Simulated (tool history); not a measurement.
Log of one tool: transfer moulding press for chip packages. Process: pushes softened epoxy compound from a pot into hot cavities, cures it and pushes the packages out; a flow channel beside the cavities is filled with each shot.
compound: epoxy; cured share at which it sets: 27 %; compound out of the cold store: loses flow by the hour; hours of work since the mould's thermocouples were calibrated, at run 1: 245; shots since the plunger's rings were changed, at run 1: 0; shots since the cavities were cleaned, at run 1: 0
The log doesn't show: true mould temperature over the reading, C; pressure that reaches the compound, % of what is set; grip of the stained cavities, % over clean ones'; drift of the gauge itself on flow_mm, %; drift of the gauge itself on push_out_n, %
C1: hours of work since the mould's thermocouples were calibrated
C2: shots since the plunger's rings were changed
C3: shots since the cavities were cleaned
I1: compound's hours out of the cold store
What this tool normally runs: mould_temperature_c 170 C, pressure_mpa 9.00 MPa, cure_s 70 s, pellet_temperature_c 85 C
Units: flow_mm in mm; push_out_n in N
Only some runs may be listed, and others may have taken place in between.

run 1 day=0.000 | mould_temperature_c=170 pressure_mpa=9.00 cure_s=70 pellet_temperature_c=85 | C1=245 C2=0 C3=0 | I1=26.6 | flow_mm=811 push_out_n=587
run 2 day=0.621 | mould_temperature_c=170 pressure_mpa=9.86 cure_s=70 pellet_temperature_c=85 | C1=251 C2=145 C3=145 | I1=10.1 | flow_mm=969 push_out_n=696
run 3 day=1.212 | mould_temperature_c=170 pressure_mpa=9.86 cure_s=70 pellet_temperature_c=85 | C1=257 C2=282 C3=282 | I1=20.3 | flow_mm=891 push_out_n=672
run 4 day=1.942 | mould_temperature_c=170 pressure_mpa=9.00 cure_s=70 pellet_temperature_c=85 | C1=264 C2=451 C3=451 | I1=22.3 | flow_mm=842 push_out_n=743
-- day=2.729 cavities cleaned with cleaning compound and waxed
run 5 day=3.025 | mould_temperature_c=170 pressure_mpa=7.10 cure_s=70 pellet_temperature_c=85 | C1=274 C2=689 C3=70 | I1=35.7 | flow_mm=671 push_out_n=579
run 6 day=4.154 | mould_temperature_c=170 pressure_mpa=7.10 cure_s=70 pellet_temperature_c=85 | C1=285 C2=950 C3=331 | I1=44.1 | flow_mm=627 push_out_n=657
run 7 day=4.983 | mould_temperature_c=170 pressure_mpa=7.10 cure_s=70 pellet_temperature_c=85 | C1=294 C2=1143 C3=524 | I1=44.9 | flow_mm=616 push_out_n=665
-- day=5.467 cavities cleaned with cleaning compound and waxed
run 8 day=5.825 | mould_temperature_c=170 pressure_mpa=9.00 cure_s=71 pellet_temperature_c=85 | C1=302 C2=1325 C3=84 | I1=16.2 | flow_mm=867 push_out_n=624
run 9 day=6.888 | mould_temperature_c=170 pressure_mpa=9.00 cure_s=71 pellet_temperature_c=85 | C1=312 C2=1571 C3=330 | I1=46.5 | flow_mm=685 push_out_n=669
run 10 day=7.921 | mould_temperature_c=170 pressure_mpa=9.00 cure_s=75 pellet_temperature_c=85 | C1=322 C2=1811 C3=570 | I1=33.3 | flow_mm=752 push_out_n=662
-- day=8.221 cavities cleaned with cleaning compound and waxed
run 11 day=9.008 | mould_temperature_c=170 pressure_mpa=9.00 cure_s=70 pellet_temperature_c=78 | C1=333 C2=2049 C3=183 | I1=40.9 | flow_mm=707 push_out_n=640
run 12 day=9.729 | mould_temperature_c=170 pressure_mpa=9.00 cure_s=70 pellet_temperature_c=78 | C1=340 C2=2216 C3=350 | I1=9.6 | flow_mm=891 push_out_n=766
run 13 day=10.675 | mould_temperature_c=170 pressure_mpa=9.00 cure_s=70 pellet_temperature_c=78 | C1=349 C2=2436 C3=570 | I1=19.6 | flow_mm=829 push_out_n=800
-- day=10.983 cavities cleaned with cleaning compound and waxed
run 14 day=11.850 | mould_temperature_c=170 pressure_mpa=9.00 cure_s=70 pellet_temperature_c=85 | C1=360 C2=2695 C3=201 | I1=14.1 | flow_mm=853 push_out_n=671
-- day=12.108 plunger's sealing rings changed
run 15 day=13.088 | mould_temperature_c=170 pressure_mpa=9.00 cure_s=70 pellet_temperature_c=85 | C1=372 C2=228 C3=464 | I1=30.0 | flow_mm=793 push_out_n=702
-- day=13.808 cavities cleaned with cleaning compound and waxed
run 16 day=13.808 | mould_temperature_c=170 pressure_mpa=9.00 cure_s=70 pellet_temperature_c=85 | C1=378 C2=381 C3=0 | I1=45.0 | flow_mm=710 push_out_n=555
run 17 day=14.442 | mould_temperature_c=170 pressure_mpa=9.00 cure_s=70 pellet_temperature_c=88 | C1=385 C2=528 C3=147 | I1=23.5 | flow_mm=830 push_out_n=639
-- day=14.608 mould's thermocouples calibrated
run 18 day=15.054 | mould_temperature_c=170 pressure_mpa=9.00 cure_s=54 pellet_temperature_c=84 | C1=4 C2=651 C3=270 | I1=45.2 | flow_mm=701 push_out_n=1229
run 19 day=15.900 | mould_temperature_c=170 pressure_mpa=9.00 cure_s=54 pellet_temperature_c=84 | C1=13 C2=847 C3=466 | I1=16.6 | flow_mm=876 push_out_n=1509
-- day=16.638 cavities cleaned with cleaning compound and waxed
run 20 day=17.071 | mould_temperature_c=173 pressure_mpa=9.00 cure_s=54 pellet_temperature_c=84 | C1=24 C2=1105 C3=101 | I1=9.5 | flow_mm=905 push_out_n=1150
run 21 day=18.042 | mould_temperature_c=163 pressure_mpa=10.75 cure_s=79 pellet_temperature_c=78 | C1=34 C2=1331 C3=327 | I1=8.5 | flow_mm=1023 push_out_n=1025
run 22 day=18.892 | mould_temperature_c=168 pressure_mpa=9.00 cure_s=70 pellet_temperature_c=76 | C1=42 C2=1528 C3=524 | I1=40.0 | flow_mm=726 push_out_n=869
-- day=19.142 mould's thermocouples calibrated, once more
-- day=19.458 cavities cleaned with cleaning compound and waxed
run 23 day=19.554 | mould_temperature_c=168 pressure_mpa=9.00 cure_s=70 pellet_temperature_c=76 | C1=3 C2=1648 C3=22 | I1=39.9 | flow_mm=718 push_out_n=616
run 24 day=20.217 | mould_temperature_c=168 pressure_mpa=9.00 cure_s=70 pellet_temperature_c=76 | C1=10 C2=1802 C3=176 | I1=32.7 | flow_mm=756 push_out_n=750
run 25 day=21.038 | mould_temperature_c=168 pressure_mpa=9.00 cure_s=70 pellet_temperature_c=76 | C1=18 C2=1993 C3=367 | I1=47.7 | flow_mm=676 push_out_n=751
run 26 day=21.846 | mould_temperature_c=171 pressure_mpa=7.67 cure_s=70 pellet_temperature_c=79 | C1=26 C2=2180 C3=554 | I1=28.7 | flow_mm=707 push_out_n=664
-- day=22.167 cavities cleaned with cleaning compound and waxed
run 27 day=22.958 | mould_temperature_c=176 pressure_mpa=8.01 cure_s=70 pellet_temperature_c=85 | C1=37 C2=2424 C3=184 | I1=42.3 | flow_mm=647 push_out_n=492

3 ways to go on from here, each from the tool as it stands after run 27. What would each give?
run A day=23.529 | mould_temperature_c=171 pressure_mpa=9.00 cure_s=70 pellet_temperature_c=82 | C1=43 C2=2557 C3=317 | I1=14.8 | flow_mm=? push_out_n=?
run B day=23.529 | mould_temperature_c=173 pressure_mpa=8.01 cure_s=70 pellet_temperature_c=81 | C1=43 C2=2557 C3=317 | I1=40.9 | flow_mm=? push_out_n=?
run C day=23.529 | mould_temperature_c=168 pressure_mpa=10.28 cure_s=70 pellet_temperature_c=89 | C1=43 C2=2557 C3=317 | I1=13.3 | flow_mm=? push_out_n=?

run=A flow_mm=847 push_out_n=682
run=B flow_mm=653 push_out_n=572
run=C flow_mm=925 push_out_n=778
Take away the tool's hidden state, keep each run's random variation, and the runs would have read:
run=A flow_mm=893 push_out_n=574
run=B flow_mm=688 push_out_n=482
run=C flow_mm=975 push_out_n=654
